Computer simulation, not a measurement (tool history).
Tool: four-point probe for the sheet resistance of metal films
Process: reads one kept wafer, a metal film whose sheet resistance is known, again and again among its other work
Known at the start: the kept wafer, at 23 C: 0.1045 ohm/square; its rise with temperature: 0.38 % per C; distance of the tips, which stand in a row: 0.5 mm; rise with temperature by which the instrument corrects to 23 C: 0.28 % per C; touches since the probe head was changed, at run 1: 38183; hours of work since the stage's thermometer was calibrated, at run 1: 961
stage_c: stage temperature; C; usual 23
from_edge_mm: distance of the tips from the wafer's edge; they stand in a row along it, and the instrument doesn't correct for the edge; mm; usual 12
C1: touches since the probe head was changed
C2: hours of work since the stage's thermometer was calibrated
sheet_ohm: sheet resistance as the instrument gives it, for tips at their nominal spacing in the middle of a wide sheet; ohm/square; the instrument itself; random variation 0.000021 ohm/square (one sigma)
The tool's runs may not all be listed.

{"run": 1, "hour": 0.0, "stage_c": 23, "from_edge_mm": 12, "C1": 38183, "C2": 961, "sheet_ohm": 0.104204}
{"run": 2, "hour": 58.8, "stage_c": 23, "from_edge_mm": 12, "C1": 39034, "C2": 987, "sheet_ohm": 0.104134}
{"run": 3, "hour": 101.7, "stage_c": 25, "from_edge_mm": 12, "C1": 39657, "C2": 1007, "sheet_ohm": 0.104408}
{"run": 4, "hour": 137.4, "stage_c": 20, "from_edge_mm": 12, "C1": 40173, "C2": 1023, "sheet_ohm": 0.103857}
{"run": 5, "hour": 184.0, "stage_c": 26, "from_edge_mm": 12, "C1": 40849, "C2": 1045, "sheet_ohm": 0.104515}
{"run": 6, "hour": 253.5, "stage_c": 26, "from_edge_mm": 12, "C1": 41856, "C2": 1077, "sheet_ohm": 0.104459}
{"run": 7, "hour": 305.3, "stage_c": 26, "from_edge_mm": 12, "C1": 42607, "C2": 1100, "sheet_ohm": 0.104426}
{"run": 8, "hour": 357.2, "stage_c": 26, "from_edge_mm": 12, "C1": 43359, "C2": 1124, "sheet_ohm": 0.104439}
{"run": 9, "hour": 386.6, "stage_c": 19, "from_edge_mm": 30, "C1": 43784, "C2": 1138, "sheet_ohm": 0.103576}
{"run": 10, "hour": 416.2, "stage_c": 19, "from_edge_mm": 30, "C1": 44214, "C2": 1151, "sheet_ohm": 0.103568}
{"run": 11, "hour": 473.3, "stage_c": 33, "from_edge_mm": 74, "C1": 45041, "C2": 1177, "sheet_ohm": 0.105118}
{"run": 12, "hour": 518.1, "stage_c": 28, "from_edge_mm": 31, "C1": 45691, "C2": 1198, "sheet_ohm": 0.104569}

Run 13 comes next. What will it give?
{"run": 13, "hour": 577.4, "stage_c": 27, "from_edge_mm": 39, "C1": 46551, "C2": 1225, "sheet_ohm": "?"}

sheet_ohm: 0.104402 ohm/square
Without the tool's hidden state the same run would have given sheet_ohm 0.104928 ohm/square.
